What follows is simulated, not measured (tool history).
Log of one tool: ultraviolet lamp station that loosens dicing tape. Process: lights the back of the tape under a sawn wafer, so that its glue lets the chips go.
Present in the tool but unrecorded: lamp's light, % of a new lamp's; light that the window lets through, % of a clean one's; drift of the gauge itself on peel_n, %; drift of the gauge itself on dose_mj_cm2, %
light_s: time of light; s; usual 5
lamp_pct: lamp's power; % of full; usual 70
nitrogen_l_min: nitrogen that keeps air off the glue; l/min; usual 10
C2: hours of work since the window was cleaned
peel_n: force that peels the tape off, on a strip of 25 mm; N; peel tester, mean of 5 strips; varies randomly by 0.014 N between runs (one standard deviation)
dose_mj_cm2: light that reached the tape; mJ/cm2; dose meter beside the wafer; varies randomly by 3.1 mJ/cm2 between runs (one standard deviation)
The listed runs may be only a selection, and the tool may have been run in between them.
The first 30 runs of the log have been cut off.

run 31 hour=226.5 | light_s=8 lamp_pct=84 nitrogen_l_min=8 | hours_of_work_of_the_lamp=194 C2=109 | peel_n=0.273 dose_mj_cm2=776
run 32 hour=231.5 | light_s=8 lamp_pct=84 nitrogen_l_min=8 | hours_of_work_of_the_lamp=198 C2=113 | peel_n=0.285 dose_mj_cm2=784
run 33 hour=239.1 | light_s=2 lamp_pct=85 nitrogen_l_min=8 | hours_of_work_of_the_lamp=204 C2=119 | peel_n=1.887 dose_mj_cm2=202
run 34 hour=245.0 | light_s=2 lamp_pct=76 nitrogen_l_min=8 | hours_of_work_of_the_lamp=209 C2=124 | peel_n=2.102 dose_mj_cm2=179
run 35 hour=250.1 | light_s=4 lamp_pct=65 nitrogen_l_min=15 | hours_of_work_of_the_lamp=213 C2=128 | peel_n=1.175 dose_mj_cm2=303
run 36 hour=256.2 | light_s=4 lamp_pct=65 nitrogen_l_min=15 | hours_of_work_of_the_lamp=218 C2=132 | peel_n=1.131 dose_mj_cm2=296
run 37 hour=263.5 | light_s=4 lamp_pct=65 nitrogen_l_min=15 | hours_of_work_of_the_lamp=223 C2=138 | peel_n=1.144 dose_mj_cm2=300
run 38 hour=271.0 | light_s=2 lamp_pct=70 nitrogen_l_min=10 | hours_of_work_of_the_lamp=229 C2=144 | peel_n=2.149 dose_mj_cm2=160

Here are 5 independent what-if runs from the current tool condition. What would each one return?
run A hour=275.4 | light_s=6 lamp_pct=81 nitrogen_l_min=14 | hours_of_work_of_the_lamp=233 C2=148 | peel_n=? dose_mj_cm2=?
run B hour=275.4 | light_s=10 lamp_pct=89 nitrogen_l_min=7 | hours_of_work_of_the_lamp=233 C2=148 | peel_n=? dose_mj_cm2=?
run C hour=275.4 | light_s=2 lamp_pct=75 nitrogen_l_min=3 | hours_of_work_of_the_lamp=233 C2=148 | peel_n=? dose_mj_cm2=?
run D hour=275.4 | light_s=4 lamp_pct=92 nitrogen_l_min=5 | hours_of_work_of_the_lamp=233 C2=148 | peel_n=? dose_mj_cm2=?
run E hour=275.4 | light_s=4 lamp_pct=89 nitrogen_l_min=3 | hours_of_work_of_the_lamp=233 C2=148 | peel_n=? dose_mj_cm2=?

run=A peel_n=0.413 dose_mj_cm2=555
run=B peel_n=0.185 dose_mj_cm2=1019
run=C peel_n=2.452 dose_mj_cm2=172
run=D peel_n=1.015 dose_mj_cm2=418
run=E peel_n=1.160 dose_mj_cm2=403
Take away the tool's hidden state, keep each run's random variation, and the runs would have read:
run=A peel_n=0.309 dose_mj_cm2=643
run=B peel_n=0.151 dose_mj_cm2=1181
run=C peel_n=2.255 dose_mj_cm2=200
run=D peel_n=0.820 dose_mj_cm2=485
run=E peel_n=0.961 dose_mj_cm2=468
